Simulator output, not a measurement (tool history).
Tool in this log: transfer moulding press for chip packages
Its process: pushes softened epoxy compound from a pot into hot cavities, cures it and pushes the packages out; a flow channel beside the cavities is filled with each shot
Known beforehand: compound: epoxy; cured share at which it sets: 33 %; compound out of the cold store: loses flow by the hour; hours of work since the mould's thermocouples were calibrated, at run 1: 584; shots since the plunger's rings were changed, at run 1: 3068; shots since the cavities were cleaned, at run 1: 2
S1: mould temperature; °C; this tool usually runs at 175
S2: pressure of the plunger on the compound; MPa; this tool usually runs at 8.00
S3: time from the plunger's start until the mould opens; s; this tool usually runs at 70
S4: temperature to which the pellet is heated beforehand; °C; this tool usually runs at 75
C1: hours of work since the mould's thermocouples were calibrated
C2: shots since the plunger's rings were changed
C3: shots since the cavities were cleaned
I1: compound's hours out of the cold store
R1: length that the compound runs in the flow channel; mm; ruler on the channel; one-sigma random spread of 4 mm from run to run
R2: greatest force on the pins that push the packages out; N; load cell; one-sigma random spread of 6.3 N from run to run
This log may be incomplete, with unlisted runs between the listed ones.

run 1 hour=0.0 | S1=175 S2=8.00 S3=70 S4=75 | C1=584 C2=3068 C3=2 | I1=12.8 | R1=554 R2=244
run 2 hour=16.0 | S1=175 S2=8.00 S3=70 S4=75 | C1=592 C2=3277 C3=211 | I1=41.1 | R1=504 R2=267
-- hour=37.1 cavities cleaned with cleaning compound and waxed
run 3 hour=45.7 | S1=175 S2=8.00 S3=70 S4=75 | C1=606 C2=3648 C3=114 | I1=12.1 | R1=552 R2=266
run 4 hour=69.4 | S1=175 S2=8.00 S3=70 S4=70 | C1=618 C2=3958 C3=424 | I1=35.4 | R1=508 R2=310
-- hour=74.6 cavities cleaned with cleaning compound and waxed
run 5 hour=90.5 | S1=175 S2=8.00 S3=70 S4=70 | C1=628 C2=4214 C3=207 | I1=45.4 | R1=486 R2=278
run 6 hour=108.0 | S1=175 S2=8.00 S3=70 S4=70 | C1=636 C2=4444 C3=437 | I1=38.4 | R1=501 R2=306
-- hour=111.1 cavities cleaned with cleaning compound and waxed
run 7 hour=137.0 | S1=175 S2=8.00 S3=70 S4=70 | C1=650 C2=4804 C3=339 | I1=39.4 | R1=492 R2=297
-- hour=147.4 cavities cleaned with cleaning compound and waxed
run 8 hour=154.9 | S1=175 S2=8.00 S3=70 S4=73 | C1=658 C2=5019 C3=98 | I1=17.4 | R1=539 R2=260
run 9 hour=178.4 | S1=175 S2=8.00 S3=70 S4=73 | C1=670 C2=5328 C3=407 | I1=28.2 | R1=512 R2=308
-- hour=184.0 cavities cleaned with cleaning compound and waxed
-- hour=187.5 mould's thermocouples calibrated
run 10 hour=201.6 | S1=175 S2=8.00 S3=94 S4=75 | C1=7 C2=5586 C3=205 | I1=30.0 | R1=504 R2=189
-- hour=223.1 cavities cleaned with cleaning compound and waxed
run 11 hour=228.2 | S1=179 S2=8.00 S3=70 S4=75 | C1=19 C2=5915 C3=67 | I1=44.8 | R1=479 R2=216
-- hour=237.9 plunger's sealing rings changed
run 12 hour=247.7 | S1=179 S2=8.00 S3=70 S4=75 | C1=28 C2=129 C3=290 | I1=20.6 | R1=551 R2=251
-- hour=263.1 cavities cleaned with cleaning compound and waxed
run 13 hour=267.4 | S1=179 S2=8.00 S3=70 S4=75 | C1=37 C2=367 C3=56 | I1=11.8 | R1=565 R2=224
run 14 hour=282.1 | S1=172 S2=8.00 S3=70 S4=75 | C1=44 C2=560 C3=249 | I1=34.8 | R1=535 R2=338
-- hour=300.3 cavities cleaned with cleaning compound and waxed
run 15 hour=304.1 | S1=175 S2=8.00 S3=97 S4=75 | C1=54 C2=828 C3=50 | I1=22.8 | R1=543 R2=171
run 16 hour=329.9 | S1=175 S2=8.00 S3=97 S4=75 | C1=67 C2=1167 C3=389 | I1=29.2 | R1=544 R2=199
-- hour=339.3 cavities cleaned with cleaning compound and waxed
run 17 hour=352.6 | S1=175 S2=7.31 S3=97 S4=79 | C1=78 C2=1445 C3=176 | I1=39.3 | R1=493 R2=186
run 18 hour=371.2 | S1=175 S2=7.31 S3=97 S4=79 | C1=87 C2=1688 C3=419 | I1=12.8 | R1=541 R2=206
-- hour=377.8 cavities cleaned with cleaning compound and waxed
run 19 hour=388.2 | S1=175 S2=7.31 S3=57 S4=79 | C1=94 C2=1890 C3=135 | I1=15.3 | R1=525 R2=501
-- hour=416.8 cavities cleaned with cleaning compound and waxed
run 20 hour=418.2 | S1=175 S2=9.69 S3=56 S4=80 | C1=109 C2=2265 C3=19 | I1=27.3 | R1=589 R2=472
run 21 hour=449.5 | S1=177 S2=8.00 S3=70 S4=84 | C1=124 C2=2674 C3=428 | I1=12.2 | R1=556 R2=275
-- hour=453.5 cavities cleaned with cleaning compound and waxed
run 22 hour=480.8 | S1=177 S2=8.00 S3=70 S4=84 | C1=139 C2=3065 C3=358 | I1=13.6 | R1=550 R2=275
-- hour=491.8 cavities cleaned with cleaning compound and waxed
run 23 hour=497.3 | S1=176 S2=8.00 S3=70 S4=84 | C1=146 C2=3262 C3=72 | I1=25.6 | R1=529 R2=250
run 24 hour=514.9 | S1=182 S2=6.10 S3=108 S4=83 | C1=155 C2=3492 C3=302 | I1=20.0 | R1=469 R2=186
-- hour=529.2 cavities cleaned with cleaning compound and waxed
run 25 hour=533.0 | S1=182 S2=6.10 S3=108 S4=83 | C1=163 C2=3711 C3=51 | I1=30.6 | R1=451 R2=163
run 26 hour=551.6 | S1=182 S2=7.03 S3=108 S4=70 | C1=172 C2=3954 C3=294 | I1=44.7 | R1=456 R2=197
-- hour=566.1 cavities cleaned with cleaning compound and waxed
run 27 hour=572.2 | S1=182 S2=7.03 S3=108 S4=70 | C1=182 C2=4205 C3=80 | I1=38.3 | R1=459 R2=156

5 options for the next run, each taken on its own from the tool as it stands now. Forecast them:
run A hour=598.6 | S1=182 S2=9.70 S3=60 S4=70 | C1=195 C2=4550 C3=425 | I1=39.7 | R1=? R2=?
run B hour=598.6 | S1=175 S2=8.00 S3=70 S4=67 | C1=195 C2=4550 C3=425 | I1=45.5 | R1=? R2=?
run C hour=598.6 | S1=175 S2=8.00 S3=70 S4=84 | C1=195 C2=4550 C3=425 | I1=27.8 | R1=? R2=?
run D hour=598.6 | S1=170 S2=6.65 S3=108 S4=70 | C1=195 C2=4550 C3=425 | I1=31.6 | R1=? R2=?
run E hour=598.6 | S1=175 S2=9.85 S3=70 S4=77 | C1=195 C2=4550 C3=425 | I1=39.3 | R1=? R2=?

run=A R1=535 R2=325
run=B R1=491 R2=317
run=C R1=513 R2=320
run=D R1=474 R2=213
run=E R1=553 R2=300
Stripped of hidden state, with their random variation kept, the same runs would have yielded:
run=A R1=562 R2=256
run=B R1=516 R2=249
run=C R1=539 R2=253
run=D R1=499 R2=167
run=E R1=581 R2=234

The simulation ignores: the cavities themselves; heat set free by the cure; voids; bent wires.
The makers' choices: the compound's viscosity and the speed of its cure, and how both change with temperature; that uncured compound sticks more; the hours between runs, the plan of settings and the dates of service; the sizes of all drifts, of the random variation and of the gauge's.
